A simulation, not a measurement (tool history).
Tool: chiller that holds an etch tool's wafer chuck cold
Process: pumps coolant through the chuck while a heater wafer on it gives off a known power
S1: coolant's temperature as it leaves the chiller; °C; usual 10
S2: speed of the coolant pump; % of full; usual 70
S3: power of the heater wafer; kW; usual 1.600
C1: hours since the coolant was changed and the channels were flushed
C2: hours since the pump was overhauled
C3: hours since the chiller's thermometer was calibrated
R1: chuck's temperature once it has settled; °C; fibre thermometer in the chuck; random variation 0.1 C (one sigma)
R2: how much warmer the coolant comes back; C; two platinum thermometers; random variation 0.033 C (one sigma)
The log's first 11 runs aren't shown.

Run 12, hour 242.0: usual settings; C1 2864; C2 992; C3 1597. Result: R1 26.2 °C, R2 5.08 C.
Run 13, hour 263.4: usual settings; C1 2886; C2 1013; C3 1618. Result: R1 26.3 °C, R2 5.05 C.
Run 14, hour 283.9: usual settings but S1 7 °C; C1 2906; C2 1034; C3 1639. Result: R1 23.2 °C, R2 5.14 C.
Run 15, hour 297.8: usual settings but S1 7 °C; C1 2920; C2 1048; C3 1652. Result: R1 23.2 °C, R2 5.12 C.
Run 16, hour 312.7: usual settings but S1 7 °C; C1 2935; C2 1063; C3 1667. Result: R1 23.0 °C, R2 5.17 C.
Run 17, hour 342.2: usual settings but S1 13 °C; C1 2965; C2 1092; C3 1697. Result: R1 29.1 °C, R2 5.09 C.
Run 18, hour 360.8: usual settings but S1 13 °C; C1 2983; C2 1111; C3 1715. Result: R1 29.2 °C, R2 5.21 C.
Run 19, hour 378.3: usual settings but S1 17 °C, S2 73 % of full, S3 1.251 kW; C1 3001; C2 1128; C3 1733. Result: R1 29.3 °C, R2 3.93 C.
Run 20, hour 393.1: usual settings but S3 2.132 kW; C1 3015; C2 1143; C3 1748. Result: R1 31.5 °C, R2 6.87 C.
Run 21, hour 415.9: usual settings but S1 8 °C; C1 3038; C2 1166; C3 1771. Result: R1 24.2 °C, R2 5.17 C.
Run 22, hour 433.4: usual settings but S1 8 °C; C1 3056; C2 1183; C3 1788. Result: R1 24.1 °C, R2 5.22 C.
Run 23, hour 452.5: usual settings but S1 19 °C, S2 76 % of full, S3 1.978 kW; C1 3075; C2 1203; C3 1807. Result: R1 37.8 °C, R2 5.89 C.
Run 24, hour 476.1: usual settings but S1 19 °C, S2 76 % of full, S3 1.978 kW; C1 3098; C2 1226; C3 1831. Result: R1 38.0 °C, R2 5.97 C.
Run 25, hour 505.6: usual settings but S1 19 °C, S2 76 % of full, S3 1.978 kW; C1 3128; C2 1256; C3 1860. Result: R1 38.0 °C, R2 5.93 C.
Run 26, hour 524.6: usual settings but S1 19 °C, S2 76 % of full, S3 1.978 kW; C1 3147; C2 1275; C3 1879. Result: R1 38.0 °C, R2 5.97 C.
Run 27, hour 546.6: usual settings but S1 6 °C, S2 95 % of full; C1 3169; C2 1297; C3 1901. Result: R1 18.8 °C, R2 4.01 C.
Run 28, hour 568.1: usual settings but S1 12 °C, S2 66 % of full, S3 2.144 kW; C1 3190; C2 1318; C3 1923. Result: R1 34.7 °C, R2 7.33 C.
Run 29, hour 586.8: usual settings but S1 12 °C, S2 86 % of full, S3 1.243 kW; C1 3209; C2 1337; C3 1941. Result: R1 22.9 °C, R2 3.51 C.
Run 30, hour 600.9: usual settings but S3 2.111 kW; C1 3223; C2 1351; C3 1956. Result: R1 31.4 °C, R2 6.89 C.
Run 31, hour 629.9: usual settings but S1 5 °C, S2 78 % of full, S3 1.776 kW; C1 3252; C2 1380; C3 1985. Result: R1 21.5 °C, R2 5.32 C.

Forecast each of these 5 alternatives for the next run:
Run A, hour 652.1: usual settings but S1 4 °C, S2 84 % of full, S3 2.037 kW; C1 3274; C2 1402; C3 2007. Result: R1 ?, R2 ?.
Run B, hour 652.1: usual settings but S1 5 °C, S2 78 % of full, S3 1.776 kW; C1 3274; C2 1402; C3 2007. Result: R1 ?, R2 ?.
Run C, hour 652.1: usual settings but S1 5 °C, S2 97 % of full, S3 2.010 kW; C1 3274; C2 1402; C3 2007. Result: R1 ?, R2 ?.
Run D, hour 652.1: usual settings but S1 15 °C, S2 86 % of full, S3 0.915 kW; C1 3274; C2 1402; C3 2007. Result: R1 ?, R2 ?.
Run E, hour 652.1: usual settings but S2 61 % of full, S3 1.263 kW; C1 3274; C2 1402; C3 2007. Result: R1 ?, R2 ?.

run    R1    R2
  A  21.9  5.76
  B  21.6  5.37
  C  21.0  4.92
  D  22.9  2.73
  E  24.2  4.88
Without the tool's hidden state the same runs would have given:
run    R1    R2
  A  21.9  5.34
  B  21.6  4.94
  C  21.0  4.49
  D  22.8  2.30
  E  24.2  4.45

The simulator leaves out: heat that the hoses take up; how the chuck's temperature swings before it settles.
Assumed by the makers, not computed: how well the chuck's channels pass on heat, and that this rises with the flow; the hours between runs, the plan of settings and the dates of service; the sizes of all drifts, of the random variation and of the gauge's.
